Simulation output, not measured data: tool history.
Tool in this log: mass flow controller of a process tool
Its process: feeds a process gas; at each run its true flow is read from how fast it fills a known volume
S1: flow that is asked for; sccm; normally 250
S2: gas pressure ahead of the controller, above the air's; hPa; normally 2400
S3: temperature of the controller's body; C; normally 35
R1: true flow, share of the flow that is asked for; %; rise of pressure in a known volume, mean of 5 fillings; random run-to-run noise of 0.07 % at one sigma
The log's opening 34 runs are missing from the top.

| run | hour | S1 | S2 | S3 | R1 |
|---|---|---|---|---|---|
| 35 | 2365 | 100 | 1860 | 35 | 95.92 |
| 36 | 2458.8 | 246 | 2000 | 23 | 97.41 |
| 37 | 2501 | 81 | 2730 | 35 | 96.28 |
| 38 | 2581.1 | 313 | 2400 | 20 | 98.07 |
| 39 | 2668.9 | 313 | 2400 | 20 | 98.09 |
| 40 | 2759.5 | 458 | 2400 | 21 | 98.57 |
| 41 | 2835 | 458 | 2400 | 21 | 98.59 |
| 42 | 2910.5 | 207 | 2060 | 35 | 96.04 |
| 43 | 2982.3 | 56 | 2560 | 26 | 95.74 |
| 44 | 3059 | 208 | 2400 | 27 | 96.38 |
| 45 | 3116.4 | 61 | 1550 | 29 | 94.95 |
| 46 | 3175.3 | 426 | 2490 | 33 | 97.47 |
| 47 | 3274.4 | 155 | 2570 | 30 | 95.77 |
| 48 | 3358 | 250 | 2400 | 38 | 95.8 |

Alternative continuations, all from the tool just after run 48; predict every row:
| A | 3407 | 250 | 2240 | 35 | ? |
| B | 3407 | 250 | 2400 | 35 | ? |
| C | 3407 | 250 | 2610 | 29 | ? |
| D | 3407 | 406 | 1410 | 31 | ? |

| run | R1 |
|---|---|
| A | 95.72 |
| B | 95.97 |
| C | 96.21 |
| D | 96.34 |
What these runs would have given with no unlogged condition in the tool:
| run | R1 |
|---|---|
| A | 98.12 |
| B | 98.37 |
| C | 98.62 |
| D | 98.76 |

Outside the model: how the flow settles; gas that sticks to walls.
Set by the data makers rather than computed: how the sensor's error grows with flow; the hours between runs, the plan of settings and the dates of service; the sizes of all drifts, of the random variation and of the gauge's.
